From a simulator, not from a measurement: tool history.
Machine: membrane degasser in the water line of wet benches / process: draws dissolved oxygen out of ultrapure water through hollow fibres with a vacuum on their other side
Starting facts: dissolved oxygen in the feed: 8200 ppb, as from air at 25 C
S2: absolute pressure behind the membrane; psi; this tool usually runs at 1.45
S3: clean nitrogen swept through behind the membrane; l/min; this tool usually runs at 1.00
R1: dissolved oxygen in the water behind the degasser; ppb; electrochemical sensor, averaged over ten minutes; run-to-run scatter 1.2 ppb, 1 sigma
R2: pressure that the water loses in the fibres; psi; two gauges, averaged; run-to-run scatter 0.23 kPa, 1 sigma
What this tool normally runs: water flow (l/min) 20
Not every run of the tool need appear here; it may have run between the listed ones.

{"run": 1, "day": 0.0, "water flow (l/min)": 20, "S2": 1.45, "S3": 1.0, "R1": 327.0, "R2": 8.615}
{"run": 2, "day": 1.108, "water flow (l/min)": 20, "S2": 1.45, "S3": 1.0, "R1": 327.7, "R2": 8.634}
{"run": 3, "day": 2.492, "water flow (l/min)": 20, "S2": 1.45, "S3": 1.0, "R1": 329.6, "R2": 8.666}
{"run": 4, "day": 3.712, "water flow (l/min)": 20, "S2": 2.28, "S3": 1.0, "R1": 556.9, "R2": 8.66}
{"run": 5, "day": 5.2, "water flow (l/min)": 14, "S2": 1.45, "S3": 1.0, "R1": 227.1, "R2": 6.083}
{"run": 6, "day": 6.812, "water flow (l/min)": 20, "S2": 1.45, "S3": 1.0, "R1": 330.5, "R2": 8.628}
{"run": 7, "day": 8.808, "water flow (l/min)": 20, "S2": 1.45, "S3": 1.0, "R1": 331.7, "R2": 8.631}
{"run": 8, "day": 10.25, "water flow (l/min)": 20, "S2": 1.13, "S3": 1.0, "R1": 238.0, "R2": 8.578}
{"run": 9, "day": 12.538, "water flow (l/min)": 20, "S2": 1.13, "S3": 1.0, "R1": 238.4, "R2": 8.685}
{"run": 10, "day": 14.242, "water flow (l/min)": 20, "S2": 1.13, "S3": 1.0, "R1": 237.1, "R2": 8.591}
{"run": 11, "day": 16.108, "water flow (l/min)": 20, "S2": 1.13, "S3": 1.0, "R1": 238.2, "R2": 8.591}
{"run": 12, "day": 18.038, "water flow (l/min)": 20, "S2": 1.13, "S3": 1.0, "R1": 237.3, "R2": 8.724}
{"run": 13, "day": 20.05, "water flow (l/min)": 20, "S2": 1.13, "S3": 1.0, "R1": 237.3, "R2": 8.583}
{"run": 14, "day": 21.15, "water flow (l/min)": 20, "S2": 1.13, "S3": 0.43, "R1": 435.7, "R2": 8.636}
{"run": 15, "day": 22.871, "water flow (l/min)": 20, "S2": 1.13, "S3": 0.43, "R1": 435.1, "R2": 8.662}
{"run": 16, "day": 24.871, "water flow (l/min)": 20, "S2": 1.13, "S3": 1.05, "R1": 230.8, "R2": 8.605}
{"run": 17, "day": 27.129, "water flow (l/min)": 13, "S2": 2.02, "S3": 1.05, "R1": 312.3, "R2": 5.641}
{"run": 18, "day": 28.238, "water flow (l/min)": 20, "S2": 3.54, "S3": 1.0, "R1": 893.0, "R2": 8.62}
{"run": 19, "day": 29.838, "water flow (l/min)": 20, "S2": 1.31, "S3": 1.0, "R1": 291.0, "R2": 8.621}
{"run": 20, "day": 31.354, "water flow (l/min)": 13, "S2": 1.45, "S3": 2.4, "R1": 98.1, "R2": 5.632}
{"run": 21, "day": 32.588, "water flow (l/min)": 30, "S2": 1.45, "S3": 1.0, "R1": 522.6, "R2": 13.032}
{"run": 22, "day": 34.767, "water flow (l/min)": 30, "S2": 1.55, "S3": 0.82, "R1": 639.8, "R2": 13.016}
{"run": 23, "day": 36.279, "water flow (l/min)": 21, "S2": 1.25, "S3": 0.94, "R1": 303.1, "R2": 9.095}
{"run": 24, "day": 37.562, "water flow (l/min)": 13, "S2": 1.75, "S3": 0.86, "R1": 311.3, "R2": 5.596}
{"run": 25, "day": 39.529, "water flow (l/min)": 13, "S2": 3.09, "S3": 1.74, "R1": 327.3, "R2": 5.648}
{"run": 26, "day": 40.962, "water flow (l/min)": 31, "S2": 3.0, "S3": 1.52, "R1": 841.0, "R2": 13.436}
{"run": 27, "day": 43.042, "water flow (l/min)": 18, "S2": 1.15, "S3": 1.0, "R1": 214.7, "R2": 7.725}
{"run": 28, "day": 45.392, "water flow (l/min)": 18, "S2": 1.15, "S3": 1.0, "R1": 214.7, "R2": 7.806}
{"run": 29, "day": 46.767, "water flow (l/min)": 18, "S2": 2.15, "S3": 1.0, "R1": 475.8, "R2": 7.826}
{"run": 30, "day": 48.283, "water flow (l/min)": 14, "S2": 2.26, "S3": 1.46, "R1": 288.5, "R2": 6.094}
{"run": 31, "day": 50.1, "water flow (l/min)": 14, "S2": 2.26, "S3": 1.46, "R1": 287.7, "R2": 6.029}
{"run": 32, "day": 51.088, "water flow (l/min)": 24, "S2": 1.45, "S3": 1.64, "R1": 288.4, "R2": 10.479}

Forecast each of these 3 alternatives for the next run:
{"run": "A", "day": 52.042, "water flow (l/min)": 22, "S2": 1.45, "S3": 0.5, "R1": "?", "R2": "?"}
{"run": "B", "day": 52.042, "water flow (l/min)": 20, "S2": 1.77, "S3": 1.0, "R1": "?", "R2": "?"}
{"run": "C", "day": 52.042, "water flow (l/min)": 13, "S2": 1.35, "S3": 1.59, "R1": "?", "R2": "?"}

run=A R1=606.4 R2=9.514
run=B R1=424.8 R2=8.701
run=C R1=128.2 R2=5.630
Without the tool's hidden state the same runs would have given:
run=A R1=597.3 R2=9.429
run=B R1=416.8 R2=8.621
run=C R1=124.0 R2=5.580
